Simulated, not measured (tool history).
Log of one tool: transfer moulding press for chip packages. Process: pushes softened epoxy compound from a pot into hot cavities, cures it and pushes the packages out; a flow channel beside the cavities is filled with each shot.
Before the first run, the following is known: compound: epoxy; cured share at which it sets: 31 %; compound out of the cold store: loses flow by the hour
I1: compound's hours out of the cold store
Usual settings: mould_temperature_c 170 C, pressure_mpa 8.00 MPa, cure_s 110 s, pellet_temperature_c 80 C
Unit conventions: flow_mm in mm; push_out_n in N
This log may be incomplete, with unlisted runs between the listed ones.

run 1 day=0.000 | mould_temperature_c=170 pressure_mpa=8.00 cure_s=110 pellet_temperature_c=80 | I1=33.6 | flow_mm=761 push_out_n=234
run 2 day=0.762 | mould_temperature_c=170 pressure_mpa=8.00 cure_s=110 pellet_temperature_c=80 | I1=15.8 | flow_mm=811 push_out_n=237
run 3 day=1.179 | mould_temperature_c=170 pressure_mpa=8.00 cure_s=110 pellet_temperature_c=80 | I1=28.3 | flow_mm=785 push_out_n=236
run 4 day=1.800 | mould_temperature_c=170 pressure_mpa=8.00 cure_s=110 pellet_temperature_c=75 | I1=23.3 | flow_mm=787 push_out_n=234
run 5 day=2.575 | mould_temperature_c=170 pressure_mpa=8.00 cure_s=110 pellet_temperature_c=75 | I1=31.5 | flow_mm=770 push_out_n=235
-- day=3.338 cavities cleaned with cleaning compound and waxed
run 6 day=3.346 | mould_temperature_c=170 pressure_mpa=8.00 cure_s=110 pellet_temperature_c=73 | I1=31.0 | flow_mm=770 push_out_n=238
run 7 day=3.800 | mould_temperature_c=172 pressure_mpa=8.00 cure_s=110 pellet_temperature_c=80 | I1=10.0 | flow_mm=819 push_out_n=218
run 8 day=4.342 | mould_temperature_c=169 pressure_mpa=8.00 cure_s=110 pellet_temperature_c=80 | I1=24.1 | flow_mm=804 push_out_n=249
run 9 day=4.725 | mould_temperature_c=172 pressure_mpa=8.00 cure_s=110 pellet_temperature_c=80 | I1=43.3 | flow_mm=741 push_out_n=221
run 10 day=5.108 | mould_temperature_c=172 pressure_mpa=8.00 cure_s=110 pellet_temperature_c=80 | I1=14.0 | flow_mm=804 push_out_n=231
run 11 day=5.496 | mould_temperature_c=170 pressure_mpa=8.00 cure_s=110 pellet_temperature_c=80 | I1=32.9 | flow_mm=767 push_out_n=243
run 12 day=5.983 | mould_temperature_c=170 pressure_mpa=7.59 cure_s=110 pellet_temperature_c=80 | I1=19.9 | flow_mm=787 push_out_n=237
-- day=6.700 cavities cleaned with cleaning compound and waxed
run 13 day=6.700 | mould_temperature_c=170 pressure_mpa=7.59 cure_s=110 pellet_temperature_c=80 | I1=41.0 | flow_mm=723 push_out_n=233
run 14 day=7.408 | mould_temperature_c=170 pressure_mpa=7.59 cure_s=110 pellet_temperature_c=80 | I1=16.0 | flow_mm=796 push_out_n=236
run 15 day=8.104 | mould_temperature_c=170 pressure_mpa=8.00 cure_s=110 pellet_temperature_c=80 | I1=20.9 | flow_mm=803 push_out_n=247
run 16 day=8.729 | mould_temperature_c=170 pressure_mpa=8.00 cure_s=110 pellet_temperature_c=80 | I1=47.9 | flow_mm=735 push_out_n=231
run 17 day=9.196 | mould_temperature_c=170 pressure_mpa=8.00 cure_s=110 pellet_temperature_c=80 | I1=28.6 | flow_mm=771 push_out_n=235
run 18 day=9.912 | mould_temperature_c=170 pressure_mpa=8.00 cure_s=116 pellet_temperature_c=78 | I1=46.1 | flow_mm=743 push_out_n=218
-- day=10.092 cavities cleaned with cleaning compound and waxed
run 19 day=10.542 | mould_temperature_c=166 pressure_mpa=8.26 cure_s=128 pellet_temperature_c=79 | I1=22.7 | flow_mm=825 push_out_n=231
run 20 day=11.046 | mould_temperature_c=166 pressure_mpa=8.98 cure_s=111 pellet_temperature_c=73 | I1=19.5 | flow_mm=867 push_out_n=304
run 21 day=11.425 | mould_temperature_c=166 pressure_mpa=8.98 cure_s=111 pellet_temperature_c=73 | I1=46.2 | flow_mm=801 push_out_n=280
run 22 day=12.142 | mould_temperature_c=166 pressure_mpa=8.98 cure_s=111 pellet_temperature_c=75 | I1=44.1 | flow_mm=814 push_out_n=290
run 23 day=12.483 | mould_temperature_c=166 pressure_mpa=8.98 cure_s=111 pellet_temperature_c=75 | I1=24.2 | flow_mm=862 push_out_n=290
run 24 day=12.946 | mould_temperature_c=166 pressure_mpa=8.98 cure_s=93 pellet_temperature_c=70 | I1=35.5 | flow_mm=833 push_out_n=475
-- day=13.429 cavities cleaned with cleaning compound and waxed
run 25 day=13.442 | mould_temperature_c=166 pressure_mpa=8.98 cure_s=93 pellet_temperature_c=70 | I1=46.7 | flow_mm=792 push_out_n=448
run 26 day=14.204 | mould_temperature_c=170 pressure_mpa=8.00 cure_s=99 pellet_temperature_c=80 | I1=15.4 | flow_mm=816 push_out_n=295
run 27 day=14.817 | mould_temperature_c=170 pressure_mpa=9.01 cure_s=143 pellet_temperature_c=80 | I1=22.5 | flow_mm=852 push_out_n=202
run 28 day=15.158 | mould_temperature_c=170 pressure_mpa=8.00 cure_s=110 pellet_temperature_c=86 | I1=27.0 | flow_mm=784 push_out_n=238
run 29 day=15.733 | mould_temperature_c=166 pressure_mpa=8.00 cure_s=110 pellet_temperature_c=76 | I1=10.1 | flow_mm=838 push_out_n=322

4 options for the next run, each taken on its own from the tool as it stands now. Forecast them:
run A day=16.462 | mould_temperature_c=168 pressure_mpa=8.00 cure_s=90 pellet_temperature_c=89 | I1=31.0 | flow_mm=? push_out_n=?
run B day=16.462 | mould_temperature_c=174 pressure_mpa=7.48 cure_s=110 pellet_temperature_c=80 | I1=12.8 | flow_mm=? push_out_n=?
run C day=16.462 | mould_temperature_c=166 pressure_mpa=8.00 cure_s=135 pellet_temperature_c=84 | I1=46.6 | flow_mm=? push_out_n=?
run D day=16.462 | mould_temperature_c=174 pressure_mpa=9.59 cure_s=105 pellet_temperature_c=80 | I1=15.5 | flow_mm=? push_out_n=?

run=A flow_mm=774 push_out_n=399
run=B flow_mm=774 push_out_n=204
run=C flow_mm=749 push_out_n=201
run=D flow_mm=876 push_out_n=213
The same runs, with their run-to-run variation unchanged, on a tool lacking any hidden condition would have given:
run=A flow_mm=774 push_out_n=396
run=B flow_mm=774 push_out_n=202
run=C flow_mm=749 push_out_n=200
run=D flow_mm=876 push_out_n=211
